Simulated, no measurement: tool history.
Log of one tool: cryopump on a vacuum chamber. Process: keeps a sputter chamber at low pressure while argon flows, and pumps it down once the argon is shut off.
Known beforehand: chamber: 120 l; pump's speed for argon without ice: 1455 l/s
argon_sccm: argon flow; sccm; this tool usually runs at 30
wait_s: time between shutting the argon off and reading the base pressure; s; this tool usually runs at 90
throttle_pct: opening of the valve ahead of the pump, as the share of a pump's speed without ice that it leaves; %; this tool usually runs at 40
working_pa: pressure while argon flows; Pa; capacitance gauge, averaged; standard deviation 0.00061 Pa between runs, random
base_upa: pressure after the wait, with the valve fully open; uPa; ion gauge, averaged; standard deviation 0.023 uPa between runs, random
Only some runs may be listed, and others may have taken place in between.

run	hour	argon_sccm	wait_s	throttle_pct	working_pa	base_upa
1	0	30	90	40	0.0994	1.71
2	13.5	30	90	40	0.0994	1.7
3	33.1	30	90	40	0.1002	1.78
4	48.6	30	90	40	0.1015	1.8
5	80.6	30	90	40	0.1013	1.8
6	101.8	16	90	40	0.0546	1.76
7	131.1	16	90	40	0.0535	1.82
8	148.6	16	90	40	0.0541	1.83
9	174.3	16	90	40	0.0546	1.86
10	196.3	16	90	40	0.0551	1.84
# hour 202.8: pump warmed up, emptied and cooled again
11	230	16	90	40	0.0457	1.47
12	258.5	30	90	40	0.0883	1.52
# hour 269.3: leaking fittings of the chamber tightened, without venting
13	283.7	13	90	40	0.0382	0.85
14	313.1	52	238	40	0.1526	0.42
15	335.3	15	23	26	0.0674	2.62
16	350.5	18	23	26	0.0809	2.51

Run 17 has not been measured yet. What should we expect?
17	371	50	239	24	?	?

Run 17 produced working_pa 0.245 Pa, base_upa 0.51 uPa.
Minus the tool's unlogged condition, the same run would have read working_pa 0.2422 Pa, base_upa 0.45 uPa.

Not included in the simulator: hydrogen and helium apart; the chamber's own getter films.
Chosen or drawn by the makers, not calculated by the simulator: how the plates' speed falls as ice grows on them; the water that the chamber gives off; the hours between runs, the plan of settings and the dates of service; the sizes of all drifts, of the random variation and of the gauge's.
